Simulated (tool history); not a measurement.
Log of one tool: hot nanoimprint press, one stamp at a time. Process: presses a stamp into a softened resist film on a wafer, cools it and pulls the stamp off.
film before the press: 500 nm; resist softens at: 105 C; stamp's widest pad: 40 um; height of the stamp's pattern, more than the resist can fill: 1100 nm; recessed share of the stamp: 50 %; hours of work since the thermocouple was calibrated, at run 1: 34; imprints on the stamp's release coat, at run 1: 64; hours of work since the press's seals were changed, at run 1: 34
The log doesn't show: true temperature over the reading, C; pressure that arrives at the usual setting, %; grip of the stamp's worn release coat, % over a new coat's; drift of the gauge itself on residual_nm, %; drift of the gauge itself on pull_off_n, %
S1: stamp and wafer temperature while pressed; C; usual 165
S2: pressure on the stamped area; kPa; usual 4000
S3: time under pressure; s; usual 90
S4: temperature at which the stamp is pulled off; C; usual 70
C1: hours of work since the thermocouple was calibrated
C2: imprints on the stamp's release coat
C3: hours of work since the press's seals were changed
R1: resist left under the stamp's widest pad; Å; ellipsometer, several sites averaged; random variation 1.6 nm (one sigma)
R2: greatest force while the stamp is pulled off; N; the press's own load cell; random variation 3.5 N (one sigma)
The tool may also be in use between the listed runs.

run,hour,S1,S2,S3,S4,C1,C2,C3,R1,R2
1,0,165,4000,90,70,34,64,34,2642,175
2,18.3,165,4000,90,63,48,126,48,2651,216
3,34.7,165,4000,90,63,60,182,60,2671,216
4,62.7,165,4000,90,70,81,277,81,2705,187
5,86.6,165,4090,90,70,98,358,98,2648,200
6,115.4,165,5820,90,70,120,455,120,2266,202
7,133.1,165,5820,90,70,133,515,133,2269,210
8,150.6,165,4000,90,62,146,575,146,2697,259
9,164.6,165,4000,90,62,156,622,156,2707,255
10,190.9,170,4000,90,70,176,711,176,2245,223
11,211.9,165,4000,62,70,191,782,191,3073,235
12,242.1,165,4000,90,70,214,885,214,2759,232
13,256.5,165,4000,90,70,225,934,225,2747,238
# hour 262.3: plate thermocouple calibrated
14,281.6,165,4000,90,70,14,1009,241,2824,255
15,308.5,165,4000,90,70,34,1100,261,2864,254
16,334.3,165,4000,90,70,53,1187,280,2861,262
17,361,158,2690,133,77,73,1278,300,3822,230

Forecast run 18:
18,376.7,158,2690,133,77,85,1331,311,?,?

Run 18 gave R1 3830 Å, R2 224 N.
Without the tool's hidden state the same run would have given R1 3606 Å, R2 134 N.
